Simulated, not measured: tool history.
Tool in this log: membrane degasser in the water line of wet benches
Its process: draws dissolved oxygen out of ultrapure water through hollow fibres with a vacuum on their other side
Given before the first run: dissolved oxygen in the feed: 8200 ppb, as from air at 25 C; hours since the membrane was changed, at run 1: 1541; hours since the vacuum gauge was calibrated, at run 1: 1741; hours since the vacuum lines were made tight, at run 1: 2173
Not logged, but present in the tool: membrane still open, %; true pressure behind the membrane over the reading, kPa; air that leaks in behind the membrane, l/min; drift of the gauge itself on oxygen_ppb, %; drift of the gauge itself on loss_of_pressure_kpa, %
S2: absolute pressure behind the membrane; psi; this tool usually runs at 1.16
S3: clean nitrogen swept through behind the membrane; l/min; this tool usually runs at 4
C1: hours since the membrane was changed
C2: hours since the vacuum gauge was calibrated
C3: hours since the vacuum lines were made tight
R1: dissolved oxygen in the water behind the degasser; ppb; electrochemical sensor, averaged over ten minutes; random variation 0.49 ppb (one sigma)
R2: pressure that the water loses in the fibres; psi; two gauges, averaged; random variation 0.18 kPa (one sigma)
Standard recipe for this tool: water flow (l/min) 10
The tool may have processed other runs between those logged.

{"run": 1, "hour": 0.0, "water flow (l/min)": 10, "S2": 1.16, "S3": 4, "C1": 1541, "C2": 1741, "C3": 2173, "R1": 38.8, "R2": 4.39}
{"run": 2, "hour": 67.4, "water flow (l/min)": 10, "S2": 1.076, "S3": 4, "C1": 1608, "C2": 1808, "C3": 2240, "R1": 35, "R2": 4.37}
{"run": 3, "hour": 112.1, "water flow (l/min)": 10, "S2": 0.908, "S3": 4, "C1": 1653, "C2": 1853, "C3": 2285, "R1": 27.1, "R2": 4.413}
{"run": 4, "hour": 145.6, "water flow (l/min)": 10, "S2": 0.908, "S3": 4, "C1": 1686, "C2": 1886, "C3": 2318, "R1": 27.4, "R2": 4.413}
{"run": 5, "hour": 186.0, "water flow (l/min)": 10, "S2": 0.908, "S3": 4, "C1": 1727, "C2": 1927, "C3": 2359, "R1": 27.1, "R2": 4.395}
{"run": 6, "hour": 222.4, "water flow (l/min)": 7, "S2": 1.16, "S3": 4, "C1": 1763, "C2": 1963, "C3": 2395, "R1": 24.4, "R2": 3.065}
{"run": 7, "hour": 277.9, "water flow (l/min)": 7, "S2": 1.16, "S3": 4, "C1": 1819, "C2": 2019, "C3": 2451, "R1": 24.1, "R2": 3.092}
{"run": 8, "hour": 327.7, "water flow (l/min)": 10, "S2": 1.16, "S3": 4, "C1": 1868, "C2": 2068, "C3": 2500, "R1": 37.6, "R2": 4.347}
{"run": 9, "hour": 371.5, "water flow (l/min)": 10, "S2": 1.16, "S3": 4, "C1": 1912, "C2": 2112, "C3": 2544, "R1": 38.3, "R2": 4.376}
{"run": 10, "hour": 427.1, "water flow (l/min)": 10, "S2": 1.16, "S3": 9.2, "C1": 1968, "C2": 2168, "C3": 2600, "R1": 20.6, "R2": 4.4}
{"run": 11, "hour": 497.2, "water flow (l/min)": 10, "S2": 1.16, "S3": 9.2, "C1": 2038, "C2": 2238, "C3": 2670, "R1": 21.4, "R2": 4.405}
{"run": 12, "hour": 563.0, "water flow (l/min)": 10, "S2": 1.139, "S3": 4, "C1": 2104, "C2": 2304, "C3": 2736, "R1": 37.4, "R2": 4.344}
{"run": 13, "hour": 595.8, "water flow (l/min)": 10, "S2": 1.139, "S3": 4, "C1": 2137, "C2": 2336, "C3": 2768, "R1": 36.4, "R2": 4.364}
{"run": 14, "hour": 653.9, "water flow (l/min)": 10, "S2": 1.139, "S3": 4, "C1": 2195, "C2": 2395, "C3": 2827, "R1": 37.3, "R2": 4.363}
{"run": 15, "hour": 719.5, "water flow (l/min)": 10, "S2": 1.139, "S3": 4, "C1": 2260, "C2": 2460, "C3": 2892, "R1": 37.1, "R2": 4.398}
{"run": 16, "hour": 762.3, "water flow (l/min)": 10, "S2": 1.139, "S3": 4, "C1": 2303, "C2": 2503, "C3": 2935, "R1": 36.8, "R2": 4.357}
{"run": 17, "hour": 803.5, "water flow (l/min)": 8, "S2": 0.879, "S3": 4, "C1": 2344, "C2": 2544, "C3": 2976, "R1": 19.1, "R2": 3.468}
{"run": 18, "hour": 841.7, "water flow (l/min)": 10, "S2": 1.61, "S3": 4, "C1": 2382, "C2": 2582, "C3": 3014, "R1": 57.6, "R2": 4.338}
{"run": 19, "hour": 907.1, "water flow (l/min)": 11, "S2": 1.041, "S3": 4, "C1": 2448, "C2": 2648, "C3": 3080, "R1": 36.9, "R2": 4.782}
{"run": 20, "hour": 941.4, "water flow (l/min)": 9, "S2": 0.906, "S3": 1.61, "C1": 2482, "C2": 2682, "C3": 3114, "R1": 48.4, "R2": 3.91}
{"run": 21, "hour": 982.9, "water flow (l/min)": 14, "S2": 2.339, "S3": 7.27, "C1": 2524, "C2": 2724, "C3": 3156, "R1": 81.5, "R2": 6.087}
{"run": 22, "hour": 1028.9, "water flow (l/min)": 11, "S2": 1.13, "S3": 5.68, "C1": 2570, "C2": 2770, "C3": 3202, "R1": 33.1, "R2": 4.823}
{"run": 23, "hour": 1102.9, "water flow (l/min)": 11, "S2": 1.479, "S3": 3.11, "C1": 2644, "C2": 2844, "C3": 3276, "R1": 71.2, "R2": 4.801}
{"run": 24, "hour": 1160.4, "water flow (l/min)": 10, "S2": 1.519, "S3": 4.74, "C1": 2701, "C2": 2901, "C3": 3333, "R1": 46.6, "R2": 4.313}
{"run": 25, "hour": 1208.9, "water flow (l/min)": 13, "S2": 1.16, "S3": 2.84, "C1": 2750, "C2": 2950, "C3": 3382, "R1": 69.7, "R2": 5.613}
{"run": 26, "hour": 1244.9, "water flow (l/min)": 13, "S2": 2.028, "S3": 6.32, "C1": 2786, "C2": 2986, "C3": 3418, "R1": 72.4, "R2": 5.675}
{"run": 27, "hour": 1288.6, "water flow (l/min)": 7, "S2": 1.617, "S3": 9.82, "C1": 2829, "C2": 3029, "C3": 3461, "R1": 16.7, "R2": 3.007}
{"hour": 1293.5, "done": "vacuum gauge calibrated"}
{"run": 28, "hour": 1327.6, "water flow (l/min)": 7, "S2": 2.786, "S3": 9.31, "C1": 2868, "C2": 34, "C3": 3500, "R1": 33.1, "R2": 2.989}
{"run": 29, "hour": 1365.0, "water flow (l/min)": 10, "S2": 1.16, "S3": 5.58, "C1": 2905, "C2": 72, "C3": 3537, "R1": 30.8, "R2": 4.361}
{"run": 30, "hour": 1421.4, "water flow (l/min)": 10, "S2": 1.16, "S3": 5.58, "C1": 2962, "C2": 128, "C3": 3594, "R1": 30.6, "R2": 4.342}
{"run": 31, "hour": 1496.0, "water flow (l/min)": 14, "S2": 1.028, "S3": 5.31, "C1": 3036, "C2": 203, "C3": 3668, "R1": 44.2, "R2": 6.034}
{"run": 32, "hour": 1536.4, "water flow (l/min)": 14, "S2": 1.028, "S3": 5.31, "C1": 3077, "C2": 243, "C3": 3709, "R1": 44.6, "R2": 6.022}

Here are 4 independent what-if runs from the current tool condition. What would each one return?
{"run": "A", "hour": 1580.1, "water flow (l/min)": 10, "S2": 1.16, "S3": 8.4, "C1": 3120, "C2": 287, "C3": 3752, "R1": "?", "R2": "?"}
{"run": "B", "hour": 1580.1, "water flow (l/min)": 10, "S2": 1.16, "S3": 2.79, "C1": 3120, "C2": 287, "C3": 3752, "R1": "?", "R2": "?"}
{"run": "C", "hour": 1580.1, "water flow (l/min)": 9, "S2": 1.286, "S3": 2.7, "C1": 3120, "C2": 287, "C3": 3752, "R1": "?", "R2": "?"}
{"run": "D", "hour": 1580.1, "water flow (l/min)": 7, "S2": 1.134, "S3": 10.55, "C1": 3120, "C2": 287, "C3": 3752, "R1": "?", "R2": "?"}

run=A R1=22.6 R2=4.315
run=B R1=50.1 R2=4.321
run=C R1=52.6 R2=3.859
run=D R1=10.8 R2=3.007
What these runs would have given with no unlogged condition in the tool:
run=A R1=22.6 R2=4.411
run=B R1=50 R2=4.416
run=C R1=52.5 R2=3.945
run=D R1=10.7 R2=3.073
